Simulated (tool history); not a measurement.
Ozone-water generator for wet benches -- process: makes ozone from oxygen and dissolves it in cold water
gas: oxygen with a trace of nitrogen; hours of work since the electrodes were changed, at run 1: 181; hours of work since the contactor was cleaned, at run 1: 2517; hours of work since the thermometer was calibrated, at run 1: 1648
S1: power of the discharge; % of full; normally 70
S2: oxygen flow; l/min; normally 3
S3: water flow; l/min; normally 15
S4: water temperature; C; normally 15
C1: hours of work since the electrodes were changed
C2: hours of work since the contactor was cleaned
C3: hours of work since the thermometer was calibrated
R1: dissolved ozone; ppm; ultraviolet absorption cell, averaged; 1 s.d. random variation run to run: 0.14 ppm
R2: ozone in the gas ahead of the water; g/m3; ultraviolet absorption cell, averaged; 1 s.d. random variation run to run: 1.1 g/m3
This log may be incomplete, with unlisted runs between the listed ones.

{"run": 1, "day": 0.0, "S1": 70, "S2": 3, "S3": 15, "S4": 15, "C1": 181, "C2": 2517, "C3": 1648, "R1": 14.9, "R2": 203.3}
{"run": 2, "day": 1.462, "S1": 70, "S2": 3, "S3": 15, "S4": 15, "C1": 214, "C2": 2549, "C3": 1680, "R1": 14.8, "R2": 203.7}
{"run": 3, "day": 2.771, "S1": 70, "S2": 3, "S3": 15, "S4": 15, "C1": 242, "C2": 2578, "C3": 1709, "R1": 14.7, "R2": 202.9}
{"run": 4, "day": 4.138, "S1": 70, "S2": 3, "S3": 15, "S4": 11, "C1": 273, "C2": 2608, "C3": 1739, "R1": 15.4, "R2": 203.6}
{"run": 5, "day": 4.946, "S1": 70, "S2": 1.58, "S3": 15, "S4": 15, "C1": 290, "C2": 2626, "C3": 1757, "R1": 14.2, "R2": 309.5}
{"run": 6, "day": 6.208, "S1": 70, "S2": 3.87, "S3": 15, "S4": 15, "C1": 318, "C2": 2654, "C3": 1785, "R1": 14.7, "R2": 172.3}
{"run": 7, "day": 7.608, "S1": 70, "S2": 3.87, "S3": 15, "S4": 15, "C1": 349, "C2": 2685, "C3": 1816, "R1": 14.6, "R2": 171.9}
{"run": 8, "day": 9.05, "S1": 70, "S2": 3.87, "S3": 15, "S4": 15, "C1": 381, "C2": 2717, "C3": 1848, "R1": 14.6, "R2": 169.5}
{"run": 9, "day": 10.5, "S1": 70, "S2": 3.87, "S3": 15, "S4": 15, "C1": 413, "C2": 2749, "C3": 1880, "R1": 14.5, "R2": 170.6}
{"run": 10, "day": 11.983, "S1": 70, "S2": 3.87, "S3": 15, "S4": 15, "C1": 446, "C2": 2781, "C3": 1912, "R1": 14.4, "R2": 171.9}
{"run": 11, "day": 13.388, "S1": 70, "S2": 3, "S3": 15, "S4": 10, "C1": 477, "C2": 2812, "C3": 1943, "R1": 15.5, "R2": 202.1}
{"day": 13.7, "done": "contactor cleaned"}
{"run": 12, "day": 15.083, "S1": 70, "S2": 3, "S3": 15, "S4": 10, "C1": 510, "C2": 31, "C3": 1977, "R1": 14.8, "R2": 201.6}
{"run": 13, "day": 16.517, "S1": 70, "S2": 3, "S3": 15, "S4": 10, "C1": 542, "C2": 62, "C3": 2009, "R1": 15, "R2": 203}
{"run": 14, "day": 17.483, "S1": 70, "S2": 3, "S3": 15, "S4": 10, "C1": 563, "C2": 84, "C3": 2030, "R1": 14.9, "R2": 203.6}
{"run": 15, "day": 18.771, "S1": 70, "S2": 3, "S3": 15, "S4": 10, "C1": 592, "C2": 112, "C3": 2058, "R1": 14.7, "R2": 197.6}

Run 16 has not been measured yet. What should we expect?
{"day": 19.738, "done": "contactor cleaned, once more"}
{"run": 16, "day": 20.042, "S1": 70, "S2": 2.69, "S3": 15, "S4": 10, "C1": 616, "C2": 7, "C3": 2083, "R1": "?", "R2": "?"}

R1: 16 ppm
R2: 215.4 g/m3
On a tool with no hidden condition, and with the same random variation, this run would have come out at R1 16.4 ppm, R2 219 g/m3.
